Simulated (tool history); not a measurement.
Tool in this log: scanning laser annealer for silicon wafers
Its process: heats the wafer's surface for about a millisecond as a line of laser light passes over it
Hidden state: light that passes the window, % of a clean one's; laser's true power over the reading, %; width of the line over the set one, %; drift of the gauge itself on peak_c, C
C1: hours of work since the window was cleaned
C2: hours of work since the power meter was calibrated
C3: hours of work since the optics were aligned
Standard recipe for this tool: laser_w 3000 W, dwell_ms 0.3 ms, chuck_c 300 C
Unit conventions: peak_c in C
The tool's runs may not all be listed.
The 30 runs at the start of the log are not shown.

Run 31, day 24.792: usual settings but laser_w 2997 W, dwell_ms 0.239 ms, chuck_c 291 C; C1 812; C2 349; C3 239. Result: peak_c 971 C.
Run 32, day 25.567: usual settings but laser_w 2997 W, dwell_ms 0.239 ms, chuck_c 291 C; C1 820; C2 356; C3 246. Result: peak_c 972 C.
Run 33, day 26.725: usual settings but laser_w 2997 W, dwell_ms 0.239 ms, chuck_c 291 C; C1 831; C2 367; C3 257. Result: peak_c 970 C.
Run 34, day 27.271: usual settings but dwell_ms 0.345 ms, chuck_c 340 C; C1 836; C2 373; C3 263. Result: peak_c 1179 C.
Run 35, day 28.312: usual settings but dwell_ms 0.345 ms, chuck_c 340 C; C1 846; C2 383; C3 273. Result: peak_c 1179 C.
Run 36, day 28.867: usual settings but dwell_ms 0.345 ms, chuck_c 340 C; C1 851; C2 388; C3 278. Result: peak_c 1179 C.
Run 37, day 29.888: usual settings but dwell_ms 0.345 ms, chuck_c 340 C; C1 861; C2 398; C3 288. Result: peak_c 1177 C.
Run 38, day 30.675: usual settings but dwell_ms 0.345 ms, chuck_c 316 C; C1 869; C2 405; C3 295. Result: peak_c 1150 C.
Run 39, day 31.6: usual settings but laser_w 2733 W, dwell_ms 0.25 ms, chuck_c 299 C; C1 878; C2 414; C3 304. Result: peak_c 931 C.
Run 40, day 32.783: usual settings but laser_w 2733 W, dwell_ms 0.25 ms, chuck_c 299 C; C1 889; C2 426; C3 316. Result: peak_c 933 C.
Run 41, day 33.712: usual settings but laser_w 2992 W, dwell_ms 0.295 ms, chuck_c 297 C; C1 898; C2 435; C3 324. Result: peak_c 1059 C.

4 ways to go on from here, each from the tool as it stands after run 41. What would each give?
Run A, day 34.338: usual settings but laser_w 2704 W, dwell_ms 0.342 ms, chuck_c 303 C; C1 904; C2 441; C3 331. Result: peak_c ?.
Run B, day 34.338: usual settings but dwell_ms 0.216 ms, chuck_c 304 C; C1 904; C2 441; C3 331. Result: peak_c ?.
Run C, day 34.338: usual settings but laser_w 2570 W, dwell_ms 0.295 ms, chuck_c 290 C; C1 904; C2 441; C3 331. Result: peak_c ?.
Run D, day 34.338: usual settings but laser_w 2674 W, dwell_ms 0.254 ms, chuck_c 328 C; C1 904; C2 441; C3 331. Result: peak_c ?.

run  peak_c
  A    1049
  B     942
  C     941
  D     950
Without the tool's unlogged condition, the same runs would have read:
run  peak_c
  A    1097
  B     983
  C     982
  D     989
